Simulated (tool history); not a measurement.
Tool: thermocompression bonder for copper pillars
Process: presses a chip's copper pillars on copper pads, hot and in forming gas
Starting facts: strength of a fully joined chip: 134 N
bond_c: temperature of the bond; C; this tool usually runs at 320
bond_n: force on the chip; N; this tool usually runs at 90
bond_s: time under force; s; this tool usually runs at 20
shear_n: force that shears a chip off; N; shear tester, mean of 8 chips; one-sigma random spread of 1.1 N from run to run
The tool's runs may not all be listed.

run   hour  bond_c  bond_n  bond_s  shear_n
  1    0.0     320      90      20     83.5
      12.8  -- forming gas filter changed
  2   35.1     320      90      20     91.9
  3   57.4     320      90      20     90.6
  4   84.2     320      90      20     90.2
  5  120.0     320      90      20     88.7
  6  148.0     320      90      20     88.1
  7  178.1     320      90      20     85.6
  8  199.9     308     102      20     86.5
  9  233.2     308     102      20     85.7
 10  260.8     295     102      17     71.0
 11  289.5     294      90      20     66.7
 12  330.1     294      90      20     64.3
 13  352.8     320      80      11     64.2
 14  382.5     320      90      35     94.7

Alternative continuations, all from the tool just after run 14; predict every row:
  A  401.3     340      90      43        ?
  B  401.3     320      90      54        ?
  C  401.3     311      90      36        ?

run  shear_n
  A    108.2
  B    101.9
  C     87.4
Stripped of hidden state, with their random variation kept, the same runs would have yielded:
run  shear_n
  A    123.4
  B    117.7
  C    103.5

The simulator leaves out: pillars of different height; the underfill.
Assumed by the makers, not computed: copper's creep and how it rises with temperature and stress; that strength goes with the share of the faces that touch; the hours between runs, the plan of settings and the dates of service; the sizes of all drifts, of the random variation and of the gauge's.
